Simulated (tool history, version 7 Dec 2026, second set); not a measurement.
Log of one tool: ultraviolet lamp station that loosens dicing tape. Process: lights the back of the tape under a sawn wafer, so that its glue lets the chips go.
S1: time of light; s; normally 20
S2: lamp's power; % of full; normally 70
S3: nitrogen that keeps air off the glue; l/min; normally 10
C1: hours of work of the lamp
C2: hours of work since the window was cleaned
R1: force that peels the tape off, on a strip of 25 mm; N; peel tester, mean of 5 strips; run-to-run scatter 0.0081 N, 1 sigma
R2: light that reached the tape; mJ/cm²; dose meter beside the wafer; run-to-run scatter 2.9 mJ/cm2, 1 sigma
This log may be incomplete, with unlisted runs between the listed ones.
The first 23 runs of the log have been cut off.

| run | hour | S1 | S2 | S3 | C1 | C2 | R1 | R2 |
|---|---|---|---|---|---|---|---|---|
| 24 | 605.6 | 20 | 89 | 4 | 929 | 469 | 0.399 | 549 |
| 25 | 631.9 | 40 | 70 | 9 | 945 | 485 | 0.18 | 852 |
| 26 | 665.6 | 40 | 70 | 9 | 966 | 506 | 0.184 | 867 |
| 27 | 685.3 | 20 | 80 | 6 | 978 | 518 | 0.36 | 499 |
| 28 | 721.4 | 10 | 85 | 11 | 1001 | 541 | 0.666 | 260 |
| 29 | 750.8 | 13 | 98 | 15 | 1019 | 559 | 0.302 | 393 |
| 30 | 772 | 18 | 63 | 3 | 1032 | 572 | 0.913 | 349 |
| 31 | 799.7 | 15 | 83 | 3 | 1049 | 589 | 0.822 | 380 |
| 32 | 828.1 | 20 | 69 | 4 | 1066 | 606 | 0.598 | 424 |
| 33 | 863.8 | 10 | 94 | 5 | 1088 | 629 | 0.896 | 292 |
| 34 | 899.4 | 33 | 61 | 5 | 1110 | 650 | 0.286 | 622 |
| 35 | 915.2 | 19 | 61 | 5 | 1120 | 660 | 0.682 | 358 |
| 36 | 948.5 | 39 | 99 | 10 | 1141 | 681 | 0.182 | 1190 |
| 37 | 966.9 | 39 | 99 | 10 | 1152 | 692 | 0.18 | 1177 |
|  | 970.7 | window cleaned of glue's vapour |
| 38 | 987.7 | 39 | 70 | 10 | 1165 | 10 | 0.194 | 832 |
| 39 | 1014.3 | 39 | 70 | 10 | 1181 | 27 | 0.183 | 847 |

5 options for the next run, each taken on its own from the tool as it stands now. Forecast them:
| A | 1043.2 | 12 | 87 | 10 | 1199 | 45 | ? | ? |
| B | 1043.2 | 37 | 96 | 10 | 1199 | 45 | ? | ? |
| C | 1043.2 | 27 | 73 | 10 | 1199 | 45 | ? | ? |
| D | 1043.2 | 20 | 82 | 5 | 1199 | 45 | ? | ? |
| E | 1043.2 | 14 | 95 | 11 | 1199 | 45 | ? | ? |

| run | R1 | R2 |
|---|---|---|
| A | 0.528 | 324 |
| B | 0.174 | 1094 |
| C | 0.213 | 609 |
| D | 0.378 | 506 |
| E | 0.329 | 408 |
What these runs would have given with no unlogged condition in the tool:
| run | R1 | R2 |
|---|---|---|
| A | 0.527 | 324 |
| B | 0.174 | 1095 |
| C | 0.213 | 610 |
| D | 0.377 | 507 |
| E | 0.328 | 409 |
